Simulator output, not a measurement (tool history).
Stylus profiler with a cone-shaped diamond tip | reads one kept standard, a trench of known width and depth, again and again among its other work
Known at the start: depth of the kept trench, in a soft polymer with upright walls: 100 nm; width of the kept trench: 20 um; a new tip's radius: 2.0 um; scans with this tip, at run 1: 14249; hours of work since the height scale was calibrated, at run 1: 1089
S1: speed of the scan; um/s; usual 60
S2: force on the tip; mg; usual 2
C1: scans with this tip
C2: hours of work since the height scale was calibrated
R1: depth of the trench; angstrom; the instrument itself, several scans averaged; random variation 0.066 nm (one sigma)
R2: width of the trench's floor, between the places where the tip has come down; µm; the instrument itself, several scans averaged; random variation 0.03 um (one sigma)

Run 1, day 0: usual settings; C1 14249; C2 1089. Result: R1 1004.9 angstrom, R2 18.38 µm.
Run 2, day 0.967: usual settings but S2 2.45 mg; C1 14385; C2 1099. Result: R1 1005.5 angstrom, R2 18.44 µm.
Run 3, day 1.992: usual settings but S1 35 um/s; C1 14528; C2 1110. Result: R1 1006 angstrom, R2 18.5 µm.
Run 4, day 3.046: usual settings but S2 2.45 mg; C1 14676; C2 1121. Result: R1 1006.6 angstrom, R2 18.44 µm.
Run 5, day 4.108: usual settings but S2 2.45 mg; C1 14825; C2 1133. Result: R1 1006.2 angstrom, R2 18.49 µm.
Run 6, day 4.692: usual settings but S2 2.45 mg; C1 14907; C2 1139. Result: R1 1006.6 angstrom, R2 18.38 µm.
Run 7, day 5.458: usual settings but S2 2.45 mg; C1 15015; C2 1147. Result: R1 1005.5 angstrom, R2 18.37 µm.
Run 8, day 6.083: usual settings but S2 2.75 mg; C1 15103; C2 1154. Result: R1 1006.3 angstrom, R2 18.42 µm.
Run 9, day 6.983: usual settings but S2 2.75 mg; C1 15228; C2 1164. Result: R1 1005.7 angstrom, R2 18.42 µm.
Run 10, day 7.588: usual settings but S2 2.75 mg; C1 15313; C2 1170. Result: R1 1006.6 angstrom, R2 18.37 µm.
Run 11, day 8.658: usual settings but S2 2.75 mg; C1 15463; C2 1182. Result: R1 1006.2 angstrom, R2 18.46 µm.
Run 12, day 9.262: usual settings but S1 19 um/s, S2 3.75 mg; C1 15548; C2 1188. Result: R1 1007.8 angstrom, R2 18.67 µm.
Run 13, day 9.767: usual settings but S1 19 um/s, S2 3.19 mg; C1 15619; C2 1193. Result: R1 1007.6 angstrom, R2 18.65 µm.

The next listed run, before its measurement:
Run 14, day 10.525: usual settings but S1 72 um/s, S2 1.23 mg; C1 15725; C2 1201. Result: R1 ?, R2 ?.

Run 14 gave R1 1002.7 angstrom, R2 18.22 µm.
Without the tool's hidden state the same run would have given R1 1002.6 angstrom, R2 18.24 µm.

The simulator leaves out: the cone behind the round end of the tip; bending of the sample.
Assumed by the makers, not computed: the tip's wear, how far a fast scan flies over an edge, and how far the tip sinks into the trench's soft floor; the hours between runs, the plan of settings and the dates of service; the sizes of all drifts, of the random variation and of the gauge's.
